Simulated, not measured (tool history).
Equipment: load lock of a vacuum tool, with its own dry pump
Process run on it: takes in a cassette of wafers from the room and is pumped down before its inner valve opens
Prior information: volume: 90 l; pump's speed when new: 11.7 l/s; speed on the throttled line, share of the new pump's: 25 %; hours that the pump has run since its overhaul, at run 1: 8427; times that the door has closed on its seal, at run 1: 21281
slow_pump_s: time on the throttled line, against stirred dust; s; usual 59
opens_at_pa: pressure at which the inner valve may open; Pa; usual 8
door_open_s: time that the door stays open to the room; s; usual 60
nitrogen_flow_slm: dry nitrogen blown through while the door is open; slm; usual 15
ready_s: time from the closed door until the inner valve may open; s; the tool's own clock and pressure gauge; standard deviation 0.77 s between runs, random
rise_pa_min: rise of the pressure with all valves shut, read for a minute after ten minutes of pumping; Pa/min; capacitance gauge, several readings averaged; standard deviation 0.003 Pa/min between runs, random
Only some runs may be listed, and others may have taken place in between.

run      day  slow_pump_s  opens_at_pa  door_open_s  nitrogen_flow_slm  hours that the pump has run since its overhaul  times that the door has closed on its seal  incoming humidity of the room's air, %  ready_s  rise_pa_min
  1        0           59            8           60                 15                                            8427                                       21281                                    42.9    117.3        0.018
  2    5.308           59            8           60                 15                                            8555                                       21723                                    41.4    117.1        0.011
  3   12.217           59            8           60                 15                                            8720                                       22299                                      46    118.9        0.013
  4   21.392           59            8           60                 15                                            8941                                       23064                                    43.6    118.5        0.015
  5   28.938           59            8           60                 15                                            9122                                       23693                                    46.7    118.2        0.019
  6   38.621           59            8           60                 15                                            9354                                       24501                                    46.3    118.7        0.014
  7   46.296           59            9           60                 15                                            9538                                       25141                                    47.1    116.4        0.017
      49.042  -- door's seal changed, seat wiped
  8   55.654           75            8           66                 20                                            9761                                         551                                    46.2    128.3         0.01
  9    60.55           75            8           66                 20                                            9879                                         959                                    47.2    128.9        0.016
 10     72.5           59            9          103                 15                                           10166                                        1956                                    42.8    116.9        0.018
 11   83.121           59           15          103                 15                                           10421                                        2842                                      46    112.4         0.02
 12   91.142           59           15          103                 15                                           10613                                        3510                                    46.8      113        0.017
 13   99.858           59           15          103                 15                                           10822                                        4237                                    45.3    112.4        0.018
 14  107.838           59            7           26                 15                                           11014                                        4902                                    44.2    118.3        0.011

4 options for the next run, each taken on its own from the tool as it stands now. Forecast them:
  A  114.596          111            7           35                 13                                           11176                                        5466                                    43.5        ?            ?
  B  114.596           33            7          228                 15                                           11176                                        5466                                    45.5        ?            ?
  C  114.596          104           13          195                 15                                           11176                                        5466                                    45.4        ?            ?
  D  114.596           59            8           33                  4                                           11176                                        5466                                    45.5        ?            ?

run  ready_s  rise_pa_min
  A    156.6        0.009
  B     97.7        0.023
  C    146.2        0.024
  D    117.8        0.018
With the hidden condition removed and each run's random variation left untouched, the same runs would have given:
run  ready_s  rise_pa_min
  A    156.5        0.009
  B     97.6        0.023
  C    146.1        0.023
  D    117.7        0.018
